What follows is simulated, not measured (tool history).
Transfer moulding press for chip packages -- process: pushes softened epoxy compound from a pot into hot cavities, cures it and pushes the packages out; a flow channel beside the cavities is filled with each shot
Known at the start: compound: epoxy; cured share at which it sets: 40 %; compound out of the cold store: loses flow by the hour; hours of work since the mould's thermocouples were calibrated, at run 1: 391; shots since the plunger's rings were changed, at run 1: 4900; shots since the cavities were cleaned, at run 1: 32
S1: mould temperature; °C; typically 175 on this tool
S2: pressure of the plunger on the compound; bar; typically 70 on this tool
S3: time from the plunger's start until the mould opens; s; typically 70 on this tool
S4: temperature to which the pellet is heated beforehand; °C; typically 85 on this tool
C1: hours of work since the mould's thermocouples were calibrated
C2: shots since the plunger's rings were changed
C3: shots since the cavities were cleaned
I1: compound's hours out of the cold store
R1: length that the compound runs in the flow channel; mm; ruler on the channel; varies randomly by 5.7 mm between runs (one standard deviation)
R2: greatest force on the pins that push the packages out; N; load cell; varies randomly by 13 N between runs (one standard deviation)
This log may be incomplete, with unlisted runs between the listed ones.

run 1 hour=0 | S1=175 S2=70 S3=70 S4=85 | C1=391 C2=4900 C3=32 | I1=43.1 | R1=573 R2=613
run 2 hour=15.1 | S1=175 S2=70 S3=70 S4=85 | C1=400 C2=5113 C3=245 | I1=47.6 | R1=570 R2=734
run 3 hour=26 | S1=175 S2=70 S3=70 S4=85 | C1=406 C2=5267 C3=399 | I1=41.3 | R1=586 R2=809
run 4 hour=46 | S1=175 S2=70 S3=70 S4=85 | C1=418 C2=5548 C3=680 | I1=22.8 | R1=642 R2=958
run 5 hour=56.6 | S1=175 S2=70 S3=70 S4=79 | C1=424 C2=5697 C3=829 | I1=13.2 | R1=667 R2=1055
run 6 hour=69.3 | S1=175 S2=70 S3=70 S4=79 | C1=432 C2=5876 C3=1008 | I1=19.6 | R1=643 R2=1096
-- hour=73.7 plunger's sealing rings changed
-- hour=80 cavities cleaned with cleaning compound and waxed
run 7 hour=83.6 | S1=175 S2=70 S3=70 S4=79 | C1=438 C2=118 C3=50 | I1=18.7 | R1=702 R2=729
run 8 hour=99.1 | S1=175 S2=70 S3=70 S4=79 | C1=447 C2=337 C3=269 | I1=44.8 | R1=623 R2=803
run 9 hour=121.3 | S1=175 S2=70 S3=70 S4=85 | C1=460 C2=650 C3=582 | I1=29.2 | R1=668 R2=903
run 10 hour=143.1 | S1=175 S2=70 S3=70 S4=85 | C1=473 C2=957 C3=889 | I1=40.6 | R1=615 R2=972
-- hour=160 cavities cleaned with cleaning compound and waxed
run 11 hour=160.7 | S1=175 S2=70 S3=70 S4=93 | C1=482 C2=1184 C3=9 | I1=13.4 | R1=702 R2=687
run 12 hour=173.1 | S1=175 S2=70 S3=70 S4=85 | C1=489 C2=1358 C3=183 | I1=32.8 | R1=651 R2=747
run 13 hour=187.4 | S1=175 S2=70 S3=70 S4=85 | C1=498 C2=1561 C3=386 | I1=8.1 | R1=727 R2=897
run 14 hour=208.9 | S1=175 S2=70 S3=70 S4=85 | C1=510 C2=1863 C3=688 | I1=34.6 | R1=635 R2=967
run 15 hour=228.7 | S1=175 S2=70 S3=70 S4=85 | C1=522 C2=2142 C3=967 | I1=17.5 | R1=680 R2=1072
-- hour=239.5 cavities cleaned with cleaning compound and waxed
run 16 hour=241.7 | S1=175 S2=70 S3=70 S4=86 | C1=529 C2=2304 C3=31 | I1=36.5 | R1=622 R2=641
run 17 hour=262.4 | S1=175 S2=70 S3=70 S4=86 | C1=541 C2=2596 C3=323 | I1=28 | R1=646 R2=832
run 18 hour=273.1 | S1=175 S2=70 S3=70 S4=86 | C1=547 C2=2747 C3=474 | I1=27.1 | R1=645 R2=916
run 19 hour=287.3 | S1=175 S2=70 S3=108 S4=77 | C1=555 C2=2947 C3=674 | I1=33.2 | R1=637 R2=587
run 20 hour=310.4 | S1=168 S2=77.5 S3=61 S4=75 | C1=569 C2=3273 C3=1000 | I1=45.2 | R1=646 R2=2165
-- hour=318.4 cavities cleaned with cleaning compound and waxed
-- hour=321.7 mould's thermocouples calibrated
run 21 hour=331.6 | S1=168 S2=70.2 S3=61 S4=75 | C1=6 C2=3522 C3=157 | I1=15.2 | R1=715 R2=1817
run 22 hour=344.8 | S1=170 S2=70.2 S3=61 S4=75 | C1=14 C2=3709 C3=344 | I1=21.4 | R1=678 R2=1652
run 23 hour=361 | S1=175 S2=55.9 S3=70 S4=85 | C1=23 C2=3937 C3=572 | I1=19.2 | R1=591 R2=899
run 24 hour=375.7 | S1=180 S2=55.9 S3=70 S4=82 | C1=32 C2=4144 C3=779 | I1=13.7 | R1=587 R2=734
run 25 hour=388.1 | S1=180 S2=55.9 S3=70 S4=82 | C1=39 C2=4318 C3=953 | I1=14.1 | R1=588 R2=739
-- hour=400.1 cavities cleaned with cleaning compound and waxed
run 26 hour=407.1 | S1=175 S2=70 S3=73 S4=86 | C1=49 C2=4566 C3=100 | I1=43.5 | R1=579 R2=583
run 27 hour=430.8 | S1=174 S2=67.3 S3=70 S4=77 | C1=63 C2=4900 C3=434 | I1=42.7 | R1=571 R2=869
run 28 hour=451 | S1=174 S2=67.3 S3=70 S4=77 | C1=75 C2=5184 C3=718 | I1=18.9 | R1=638 R2=1021

Branching from run 28: 4 alternative next runs. What would each branch give?
run A hour=470 | S1=175 S2=81.6 S3=56 S4=92 | C1=86 C2=5452 C3=986 | I1=33.5 | R1=? R2=?
run B hour=470 | S1=180 S2=67.3 S3=70 S4=92 | C1=86 C2=5452 C3=986 | I1=35.6 | R1=? R2=?
run C hour=470 | S1=175 S2=70 S3=70 S4=85 | C1=86 C2=5452 C3=986 | I1=35 | R1=? R2=?
run D hour=470 | S1=182 S2=67.3 S3=70 S4=82 | C1=86 C2=5452 C3=986 | I1=29.1 | R1=? R2=?

run=A R1=653 R2=1585
run=B R1=575 R2=703
run=C R1=598 R2=960
run=D R1=584 R2=684
Had the tool no hidden state, the same runs would have come out as:
run=A R1=704 R2=1012
run=B R1=619 R2=447
run=C R1=645 R2=611
run=D R1=630 R2=435
